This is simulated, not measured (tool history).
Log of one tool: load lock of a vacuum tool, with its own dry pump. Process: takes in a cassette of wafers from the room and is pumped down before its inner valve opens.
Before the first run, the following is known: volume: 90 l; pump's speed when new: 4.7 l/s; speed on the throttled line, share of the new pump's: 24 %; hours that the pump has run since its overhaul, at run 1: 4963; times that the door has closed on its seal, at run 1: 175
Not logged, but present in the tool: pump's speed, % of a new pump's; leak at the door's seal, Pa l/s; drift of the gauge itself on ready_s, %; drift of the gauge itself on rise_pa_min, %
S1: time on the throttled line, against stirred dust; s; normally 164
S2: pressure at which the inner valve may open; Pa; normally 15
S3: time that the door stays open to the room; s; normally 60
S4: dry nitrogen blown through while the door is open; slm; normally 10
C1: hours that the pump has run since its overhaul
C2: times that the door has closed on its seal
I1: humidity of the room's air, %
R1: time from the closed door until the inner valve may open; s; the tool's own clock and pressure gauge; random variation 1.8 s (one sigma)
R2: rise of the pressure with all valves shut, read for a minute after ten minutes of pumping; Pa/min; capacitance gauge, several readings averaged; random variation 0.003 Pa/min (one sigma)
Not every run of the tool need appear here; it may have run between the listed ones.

run 1 hour=0 | S1=164 S2=15 S3=60 S4=10 | C1=4963 C2=175 | I1=44.3 | R1=307.5 R2=0.042
run 2 hour=187.2 | S1=164 S2=15 S3=60 S4=10 | C1=5150 C2=515 | I1=46 | R1=306.8 R2=0.05
run 3 hour=344.8 | S1=164 S2=15 S3=60 S4=10 | C1=5308 C2=802 | I1=44.9 | R1=308 R2=0.048
run 4 hour=445.7 | S1=164 S2=14 S3=60 S4=10 | C1=5409 C2=985 | I1=44.1 | R1=309 R2=0.05
run 5 hour=625.3 | S1=164 S2=14 S3=60 S4=10 | C1=5588 C2=1312 | I1=47.1 | R1=310.8 R2=0.047
run 6 hour=804.6 | S1=164 S2=14 S3=60 S4=10 | C1=5768 C2=1638 | I1=45.9 | R1=312.4 R2=0.047
run 7 hour=963.2 | S1=164 S2=14 S3=60 S4=10 | C1=5926 C2=1926 | I1=44 | R1=312.5 R2=0.046
run 8 hour=1142.5 | S1=164 S2=15 S3=122 S4=10 | C1=6105 C2=2252 | I1=42.7 | R1=309.4 R2=0.062
run 9 hour=1295.5 | S1=164 S2=15 S3=60 S4=4 | C1=6258 C2=2530 | I1=47.5 | R1=309.2 R2=0.057
run 10 hour=1394.5 | S1=164 S2=15 S3=60 S4=8 | C1=6357 C2=2710 | I1=44.5 | R1=310.8 R2=0.052
run 11 hour=1516.9 | S1=164 S2=15 S3=60 S4=8 | C1=6480 C2=2932 | I1=45.6 | R1=308.2 R2=0.054
run 12 hour=1637.8 | S1=279 S2=29 S3=39 S4=8 | C1=6601 C2=3152 | I1=45.5 | R1=381.3 R2=0.047
run 13 hour=1828.1 | S1=164 S2=21 S3=60 S4=10 | C1=6791 C2=3498 | I1=46.7 | R1=300.7 R2=0.053
run 14 hour=1934.2 | S1=164 S2=15 S3=60 S4=16 | C1=6897 C2=3691 | I1=42.5 | R1=312.6 R2=0.043
run 15 hour=2053.4 | S1=164 S2=15 S3=60 S4=16 | C1=7016 C2=3907 | I1=50.7 | R1=311.8 R2=0.055
run 16 hour=2160.5 | S1=164 S2=13 S3=38 S4=16 | C1=7123 C2=4102 | I1=46.7 | R1=318 R2=0.044

Here are 5 independent what-if runs from the current tool condition. What would each one return?
run A hour=2294.1 | S1=114 S2=29 S3=93 S4=16 | C1=7257 C2=4345 | I1=46 | R1=? R2=?
run B hour=2294.1 | S1=95 S2=13 S3=38 S4=16 | C1=7257 C2=4345 | I1=44.4 | R1=? R2=?
run C hour=2294.1 | S1=164 S2=13 S3=149 S4=4 | C1=7257 C2=4345 | I1=46.1 | R1=? R2=?
run D hour=2294.1 | S1=246 S2=29 S3=195 S4=16 | C1=7257 C2=4345 | I1=44.9 | R1=? R2=?
run E hour=2294.1 | S1=164 S2=15 S3=60 S4=26 | C1=7257 C2=4345 | I1=45.5 | R1=? R2=?

run=A R1=265.4 R2=0.057
run=B R1=266 R2=0.037
run=C R1=317.7 R2=0.087
run=D R1=357.5 R2=0.074
run=E R1=313.8 R2=0.044
Without the tool's unlogged condition, the same runs would have read:
run=A R1=246.8 R2=0.048
run=B R1=244.8 R2=0.028
run=C R1=298.7 R2=0.078
run=D R1=343.6 R2=0.065
run=E R1=295.2 R2=0.034

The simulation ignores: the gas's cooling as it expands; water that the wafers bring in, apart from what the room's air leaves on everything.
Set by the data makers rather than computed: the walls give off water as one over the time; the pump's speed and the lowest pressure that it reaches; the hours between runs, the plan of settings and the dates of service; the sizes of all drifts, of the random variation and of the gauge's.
